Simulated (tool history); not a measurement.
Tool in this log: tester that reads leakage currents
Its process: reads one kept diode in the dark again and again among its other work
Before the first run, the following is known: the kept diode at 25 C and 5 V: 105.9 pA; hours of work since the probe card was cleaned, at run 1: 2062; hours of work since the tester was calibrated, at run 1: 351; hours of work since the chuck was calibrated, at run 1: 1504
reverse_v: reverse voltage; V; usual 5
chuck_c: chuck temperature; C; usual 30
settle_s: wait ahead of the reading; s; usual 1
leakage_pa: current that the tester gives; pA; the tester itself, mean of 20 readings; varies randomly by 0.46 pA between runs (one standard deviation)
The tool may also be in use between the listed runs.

| run | hour | reverse_v | chuck_c | settle_s | hours of work since the probe card was cleaned | hours of work since the tester was calibrated | hours of work since the chuck was calibrated | leakage_pa |
|---|---|---|---|---|---|---|---|---|
| 1 | 0 | 5 | 30 | 1 | 2062 | 351 | 1504 | 153.77 |
| 2 | 166 | 5 | 30 | 1 | 2161 | 449 | 1602 | 153.84 |
| 3 | 258.9 | 5 | 30 | 1 | 2216 | 504 | 1657 | 153.2 |
| 4 | 412.3 | 5 | 30 | 1.54 | 2306 | 595 | 1748 | 153.43 |
| 5 | 509.1 | 5 | 30 | 2.91 | 2364 | 652 | 1805 | 152.46 |
| 6 | 680.4 | 5 | 30 | 2.91 | 2465 | 753 | 1907 | 152.71 |
| 7 | 797.1 | 5 | 30 | 2.91 | 2534 | 822 | 1976 | 152.38 |
|  | 912 | chuck's temperature calibrated |
| 8 | 972.1 | 5 | 30 | 2.91 | 2636 | 925 | 36 | 152.53 |
| 9 | 1074 | 5 | 30 | 9.42 | 2696 | 985 | 96 | 152.64 |
|  | 1134.3 | probe card cleaned and baked |
| 10 | 1285.7 | 5 | 30 | 1 | 90 | 1108 | 219 | 154.06 |
| 11 | 1452.1 | 5 | 30 | 1 | 188 | 1207 | 318 | 153.34 |
| 12 | 1651.8 | 5 | 30 | 1 | 306 | 1325 | 436 | 153.5 |
| 13 | 1752.2 | 5 | 30 | 1 | 366 | 1384 | 495 | 153.16 |
| 14 | 1846.4 | 8.09 | 45 | 5.89 | 421 | 1440 | 551 | 484.99 |
| 15 | 1954.2 | 8.09 | 45 | 5.89 | 485 | 1504 | 615 | 486.88 |
| 16 | 2130.7 | 1.25 | 30 | 1.72 | 589 | 1608 | 719 | 96.95 |
| 17 | 2286.7 | 7.07 | 33 | 0.77 | 682 | 1701 | 811 | 213.38 |
| 18 | 2374.8 | 8.23 | 30 | 0.56 | 734 | 1753 | 864 | 184.55 |
| 19 | 2552.7 | 2.91 | 30 | 6.81 | 839 | 1858 | 969 | 126.67 |
| 20 | 2647.5 | 3.56 | 38 | 0.74 | 895 | 1914 | 1025 | 236.14 |
| 21 | 2845.2 | 1.46 | 30 | 4.08 | 1012 | 2031 | 1142 | 101.13 |
| 22 | 2946 | 4.04 | 30 | 0.81 | 1072 | 2091 | 1201 | 143.4 |
| 23 | 3040.3 | 4.04 | 23 | 4.4 | 1127 | 2146 | 1257 | 85.61 |
| 24 | 3186.5 | 5 | 23 | 1 | 1214 | 2233 | 1344 | 93.54 |
| 25 | 3398.2 | 5 | 25 | 1 | 1339 | 2358 | 1469 | 108.03 |

Hidden state at the last listed run before each entry between runs and at the first one after, where it differs:
After run 7, before run 8: chuck's temperature calibrated (hour 912)
  stray current of the dirty probe card, pA a volt: 0.045 -> 0.047; true chuck temperature over the reading, C: 0.02 -> 0
After run 9, before run 10: probe card cleaned and baked (hour 1134.3)
  stray current of the dirty probe card, pA a volt: 0.047 -> 0.021
